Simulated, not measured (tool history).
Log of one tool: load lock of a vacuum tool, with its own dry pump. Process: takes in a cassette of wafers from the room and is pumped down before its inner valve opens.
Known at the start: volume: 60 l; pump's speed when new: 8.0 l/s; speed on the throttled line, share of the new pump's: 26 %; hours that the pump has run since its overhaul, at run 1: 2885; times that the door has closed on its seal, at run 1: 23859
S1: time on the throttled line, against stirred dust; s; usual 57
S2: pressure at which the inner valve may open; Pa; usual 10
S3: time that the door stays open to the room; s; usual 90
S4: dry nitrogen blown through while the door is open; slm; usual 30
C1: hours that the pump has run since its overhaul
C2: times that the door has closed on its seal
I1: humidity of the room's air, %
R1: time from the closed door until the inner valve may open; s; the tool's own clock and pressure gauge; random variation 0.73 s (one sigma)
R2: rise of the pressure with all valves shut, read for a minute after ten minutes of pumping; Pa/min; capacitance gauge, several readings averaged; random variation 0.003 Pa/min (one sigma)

Run 1, day 0.000: usual settings; C1 2885; C2 23859; I1 44.2. Result: R1 111.3 s, R2 0.012 Pa/min.
Run 2, day 3.996: usual settings but S3 93 s; C1 2980; C2 23989; I1 45.8. Result: R1 112.1 s, R2 0.014 Pa/min.
Run 3, day 8.458: usual settings but S3 93 s; C1 3088; C2 24135; I1 44.7. Result: R1 111.2 s, R2 0.007 Pa/min.
Run 4, day 12.650: usual settings but S3 93 s; C1 3188; C2 24272; I1 44.2. Result: R1 111.3 s, R2 0.014 Pa/min.
Run 5, day 17.388: usual settings but S3 173 s; C1 3302; C2 24427; I1 41.0. Result: R1 111.7 s, R2 0.020 Pa/min.
Run 6, day 23.900: usual settings but S3 173 s; C1 3458; C2 24640; I1 44.7. Result: R1 112.0 s, R2 0.018 Pa/min.
Run 7, day 26.950: usual settings but S3 173 s; C1 3531; C2 24739; I1 49.9. Result: R1 111.3 s, R2 0.019 Pa/min.
Run 8, day 29.717: usual settings; C1 3598; C2 24830; I1 42.2. Result: R1 112.2 s, R2 0.008 Pa/min.
Run 9, day 36.079: usual settings; C1 3750; C2 25038; I1 41.2. Result: R1 111.8 s, R2 0.014 Pa/min.
Run 10, day 42.458: usual settings; C1 3904; C2 25246; I1 44.8. Result: R1 111.8 s, R2 0.009 Pa/min.
Run 11, day 46.408: usual settings but S1 70 s, S2 13 Pa, S3 192 s; C1 3998; C2 25375; I1 48.3. Result: R1 118.7 s, R2 0.019 Pa/min.
Run 12, day 49.192: usual settings but S1 70 s, S2 13 Pa, S3 192 s; C1 4065; C2 25466; I1 42.2. Result: R1 119.7 s, R2 0.021 Pa/min.
Run 13, day 54.588: usual settings but S1 37 s, S2 11 Pa, S3 167 s, S4 8 slm; C1 4195; C2 25643; I1 46.2. Result: R1 95.9 s, R2 0.035 Pa/min.
Run 14, day 57.358: usual settings but S1 34 s, S2 11 Pa, S3 51 s, S4 8 slm; C1 4261; C2 25733; I1 42.2. Result: R1 94.1 s, R2 0.017 Pa/min.
Run 15, day 61.000: usual settings but S1 34 s, S2 11 Pa, S3 51 s, S4 8 slm; C1 4349; C2 25852; I1 42.4. Result: R1 94.1 s, R2 0.015 Pa/min.
Run 16, day 66.650: usual settings but S1 34 s, S2 11 Pa, S3 31 s, S4 37 slm; C1 4484; C2 26037; I1 45.8. Result: R1 92.4 s, R2 0.005 Pa/min.
Run 17, day 71.879: usual settings but S1 34 s, S2 11 Pa, S3 31 s, S4 37 slm; C1 4610; C2 26208; I1 44.5. Result: R1 94.8 s, R2 0.009 Pa/min.
Run 18, day 77.600: usual settings but S1 63 s, S2 11 Pa, S3 31 s, S4 37 slm; C1 4747; C2 26394; I1 43.7. Result: R1 115.8 s, R2 0.005 Pa/min.

Forecast each of these 3 alternatives for the next run:
Run A, day 83.438: usual settings but S1 54 s, S2 9 Pa, S4 20 slm; C1 4887; C2 26585; I1 44.9. Result: R1 ?, R2 ?.
Run B, day 83.438: usual settings but S1 43 s, S2 11 Pa, S3 31 s, S4 37 slm; C1 4887; C2 26585; I1 47.4. Result: R1 ?, R2 ?.
Run C, day 83.438: usual settings but S3 110 s, S4 42 slm; C1 4887; C2 26585; I1 45.1. Result: R1 ?, R2 ?.

run     R1     R2
  A  110.6  0.016
  B  100.1  0.004
  C  110.2  0.011
Without the tool's hidden state the same runs would have given:
run     R1     R2
  A  110.5  0.014
  B  100.1  0.002
  C  110.2  0.009
